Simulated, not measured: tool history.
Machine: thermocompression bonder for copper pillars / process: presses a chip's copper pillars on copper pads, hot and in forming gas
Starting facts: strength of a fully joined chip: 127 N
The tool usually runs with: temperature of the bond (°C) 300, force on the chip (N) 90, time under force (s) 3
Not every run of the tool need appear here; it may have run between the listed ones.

run     day  temperature of the bond (°C)  force on the chip (N)  time under force (s)  force that shears a chip off (N)
  1       0                           300                     90                     3                              81.1
  2   0.696                           309                     90                     3                              87.6
  3   1.238                           300                     90                     6                              97.5
  4   2.325                           300                     90                     6                              96.8
  5   2.867                           300                     90                     8                             104.3
  6   3.683                           300                     90                     8                             103.7
  7   4.338                           300                     90                     2                              71.9
  8   4.929                           300                     90                     2                              71.3
  9   5.658                           300                     90                     2                              71.7
 10   6.658                           323                     90                     3                              96.2
 11   7.667                           300                     90                     7                             100.8
 12   8.558                           300                     90                     7                             100.5
 13   9.579                           297                     90                     3                              79.6
 14  10.275                           297                     90                     3                                79
 15  11.042                           284                     90                     3                              69.7
 16  11.921                           284                     90                     3                              69.6
 17  12.646                           300                     90                     2                              71.4
 18  13.233                           285                     90                     2                              61.5
 19  14.458                           285                     90                     2                              61.6
 20  15.038                           300                     90                     3                                82
 21   16.25                           271                     81                     7                                73
 22    17.2                           279                     83                     2                              53.3
 23  17.854                           300                     97                     4                              91.7
 24  18.725                           300                     97                     4                              93.4
 25  19.533                           272                     55                     3                              38.4
 26  20.383                           272                     55                     3                              37.2
 27  21.467                           272                     55                     3                              37.4
 28  22.075                           272                     55                     3                              37.5
 29  23.008                           300                    118                     3                              96.8
 30  23.688                           312                     65                     9                              95.7
 31  24.812                           312                     65                     9                              95.5
 32  25.529                           300                    116                     8                             113.4
 33  26.367                           300                    116                     8                             112.5
 34  26.979                           300                    116                     8                             113.6
 35    28.2                           286                     88                     5                              80.9
 36  29.375                           286                     88                     5                              81.4
 37  30.058                           286                     88                     5                                82
 38   30.95                           300                    100                     6                             102.8
 39  32.117                           300                    100                     6                             103.2

The log once held 3 entries between its listed runs, left out of this copy. Where does each go, and what is different about the tool's unlogged condition between the listed run before it and the listed run after it?
Runs 15 to 16: forming gas filter changed (day 11.262)
  oxide that the forming gas leaves, % of the face: 0.64 -> 0.51
Runs 32 to 33: force cell calibrated (day 25.871)
  force that reaches the chip, % of what is set: 99.9 -> 100
Runs 37 to 38: forming gas filter changed (day 30.838)
  oxide that the forming gas leaves, % of the face: 0.64 -> 0.5
